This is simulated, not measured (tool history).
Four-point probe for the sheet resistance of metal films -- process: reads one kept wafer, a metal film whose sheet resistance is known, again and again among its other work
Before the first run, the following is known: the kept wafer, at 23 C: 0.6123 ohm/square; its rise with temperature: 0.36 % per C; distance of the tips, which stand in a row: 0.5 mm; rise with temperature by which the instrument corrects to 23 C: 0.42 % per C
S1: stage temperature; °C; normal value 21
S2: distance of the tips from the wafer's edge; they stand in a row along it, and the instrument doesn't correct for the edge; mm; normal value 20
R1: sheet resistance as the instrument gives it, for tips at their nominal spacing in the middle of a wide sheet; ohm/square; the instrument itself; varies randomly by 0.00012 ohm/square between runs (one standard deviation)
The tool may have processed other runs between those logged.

run,day,S1,S2,R1
1,0.000,21,20,0.610855
2,1.038,21,42,0.610721
3,2.112,32,20,0.607283
4,2.775,32,20,0.607425
5,3.933,32,20,0.607344
6,4.817,21,20,0.610935
7,5.621,21,20,0.611118
8,6.579,21,20,0.611098
9,7.367,21,20,0.610987
10,8.438,21,20,0.611138
11,9.300,21,20,0.611193
12,10.042,21,20,0.611355
13,10.921,21,4,0.616190
14,11.892,19,20,0.612038
15,12.400,19,20,0.611996
16,13.012,21,20,0.611527
17,13.821,21,20,0.611540
18,14.583,21,20,0.611589
19,15.179,21,20,0.611389
20,16.121,24,54,0.610347
21,17.196,25,5,0.613392
22,18.179,31,5,0.611576
23,18.667,20,16,0.612291
24,19.804,20,16,0.612211
25,20.300,20,4,0.617109
26,20.933,20,4,0.617088
27,21.717,21,33,0.611766
28,22.421,21,33,0.611878
29,23.183,26,14,0.610364
30,23.854,26,14,0.610529
31,24.583,26,14,0.610543
32,25.238,26,14,0.610920
33,26.117,23,55,0.611332

What would each run have given without the hidden state, its run-to-run variation left as it was?
Hidden state present: inner tips' distance over the nominal, %; tips' flats over new ones', %; wafer's true temperature over the reading, C; drift of the gauge itself on sheet_ohm, %.
run,R1
1,0.613299
2,0.613110
3,0.609594
4,0.609702
5,0.609557
6,0.613120
7,0.613256
8,0.613184
9,0.613036
10,0.613128
11,0.613136
12,0.613260
13,0.618062
14,0.613845
15,0.613775
16,0.613273
17,0.613239
18,0.613251
19,0.613018
20,0.611923
21,0.614917
22,0.613037
23,0.613740
24,0.613596
25,0.618478
26,0.618428
27,0.613049
28,0.613119
29,0.611556
30,0.611686
31,0.611664
32,0.612006
33,0.612376
